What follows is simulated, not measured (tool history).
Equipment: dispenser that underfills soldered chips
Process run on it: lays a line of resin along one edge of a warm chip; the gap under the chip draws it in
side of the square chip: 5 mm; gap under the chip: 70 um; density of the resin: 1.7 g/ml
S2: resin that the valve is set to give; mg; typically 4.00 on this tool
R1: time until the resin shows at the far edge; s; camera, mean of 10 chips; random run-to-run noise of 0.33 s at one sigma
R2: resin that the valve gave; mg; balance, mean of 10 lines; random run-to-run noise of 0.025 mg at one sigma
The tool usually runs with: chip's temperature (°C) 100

{"run": 1, "hour": 0.0, "chip's temperature (°C)": 100, "S2": 4.0, "R1": 14.4, "R2": 3.89}
{"run": 2, "hour": 4.6, "chip's temperature (°C)": 100, "S2": 4.0, "R1": 17.4, "R2": 3.9}
{"run": 3, "hour": 8.4, "chip's temperature (°C)": 100, "S2": 4.0, "R1": 20.4, "R2": 3.86}
{"run": 4, "hour": 12.4, "chip's temperature (°C)": 100, "S2": 4.0, "R1": 24.7, "R2": 3.89}
{"hour": 13.7, "done": "new syringe of resin"}
{"run": 5, "hour": 16.5, "chip's temperature (°C)": 100, "S2": 4.0, "R1": 14.6, "R2": 3.88}
{"run": 6, "hour": 22.6, "chip's temperature (°C)": 100, "S2": 4.0, "R1": 19.4, "R2": 3.85}
{"run": 7, "hour": 25.9, "chip's temperature (°C)": 100, "S2": 3.64, "R1": 23.7, "R2": 3.53}
{"hour": 29.4, "done": "new syringe of resin"}
{"run": 8, "hour": 30.7, "chip's temperature (°C)": 100, "S2": 3.64, "R1": 14.1, "R2": 3.5}
{"run": 9, "hour": 34.5, "chip's temperature (°C)": 100, "S2": 3.64, "R1": 17.3, "R2": 3.49}
{"run": 10, "hour": 37.6, "chip's temperature (°C)": 100, "S2": 3.64, "R1": 18.6, "R2": 3.47}
{"run": 11, "hour": 42.4, "chip's temperature (°C)": 100, "S2": 3.64, "R1": 23.8, "R2": 3.48}
{"hour": 45.3, "done": "new syringe of resin"}
{"hour": 47.1, "done": "dispensing valve cleaned and set on the balance"}
{"run": 12, "hour": 49.8, "chip's temperature (°C)": 100, "S2": 3.64, "R1": 15.7, "R2": 3.59}
{"run": 13, "hour": 55.1, "chip's temperature (°C)": 91, "S2": 4.0, "R1": 26.1, "R2": 3.97}
{"run": 14, "hour": 61.2, "chip's temperature (°C)": 102, "S2": 4.0, "R1": 23.5, "R2": 3.92}
{"hour": 62.1, "done": "new syringe of resin"}
{"run": 15, "hour": 66.1, "chip's temperature (°C)": 100, "S2": 5.07, "R1": 15.0, "R2": 4.97}
{"run": 16, "hour": 71.5, "chip's temperature (°C)": 103, "S2": 4.0, "R1": 18.1, "R2": 3.94}
{"hour": 77.9, "done": "new syringe of resin"}
{"run": 17, "hour": 78.0, "chip's temperature (°C)": 103, "S2": 4.0, "R1": 12.1, "R2": 3.93}
{"run": 18, "hour": 83.7, "chip's temperature (°C)": 100, "S2": 4.0, "R1": 16.5, "R2": 3.91}
{"run": 19, "hour": 88.3, "chip's temperature (°C)": 91, "S2": 4.05, "R1": 28.2, "R2": 3.95}
{"hour": 93.9, "done": "new syringe of resin"}
{"run": 20, "hour": 94.5, "chip's temperature (°C)": 91, "S2": 4.05, "R1": 19.0, "R2": 3.95}
{"run": 21, "hour": 100.4, "chip's temperature (°C)": 95, "S2": 5.16, "R1": 20.0, "R2": 5.01}
{"run": 22, "hour": 105.8, "chip's temperature (°C)": 95, "S2": 5.16, "R1": 25.7, "R2": 4.99}
{"hour": 109.6, "done": "new syringe of resin"}
{"run": 23, "hour": 109.6, "chip's temperature (°C)": 95, "S2": 5.16, "R1": 14.8, "R2": 4.95}
{"run": 24, "hour": 116.1, "chip's temperature (°C)": 101, "S2": 3.51, "R1": 18.4, "R2": 3.41}
{"run": 25, "hour": 119.9, "chip's temperature (°C)": 92, "S2": 4.83, "R1": 25.8, "R2": 4.67}
{"hour": 125.4, "done": "new syringe of resin"}
{"run": 26, "hour": 126.0, "chip's temperature (°C)": 92, "S2": 4.83, "R1": 17.3, "R2": 4.67}
{"run": 27, "hour": 132.3, "chip's temperature (°C)": 92, "S2": 4.83, "R1": 22.0, "R2": 4.6}
{"run": 28, "hour": 135.9, "chip's temperature (°C)": 89, "S2": 3.46, "R1": 31.9, "R2": 3.28}
{"run": 29, "hour": 140.0, "chip's temperature (°C)": 99, "S2": 3.83, "R1": 26.3, "R2": 3.65}
{"hour": 141.3, "done": "new syringe of resin"}
{"hour": 143.2, "done": "dispensing valve cleaned and set on the balance"}
{"run": 30, "hour": 144.0, "chip's temperature (°C)": 99, "S2": 3.83, "R1": 14.5, "R2": 3.87}
{"run": 31, "hour": 148.9, "chip's temperature (°C)": 104, "S2": 3.88, "R1": 14.9, "R2": 3.84}
{"run": 32, "hour": 154.9, "chip's temperature (°C)": 112, "S2": 4.57, "R1": 15.1, "R2": 4.53}
{"hour": 158.0, "done": "new syringe of resin"}
{"run": 33, "hour": 161.5, "chip's temperature (°C)": 100, "S2": 4.88, "R1": 14.4, "R2": 4.86}

Expected results for the next run?
{"run": 34, "hour": 164.4, "chip's temperature (°C)": 100, "S2": 4.8, "R1": "?", "R2": "?"}

For run 34 the tool returned R1 16.6 s, R2 4.74 mg.
Were there no unlogged condition in the tool, this run, its random variation unchanged, would have produced R1 12.8 s, R2 4.78 mg.
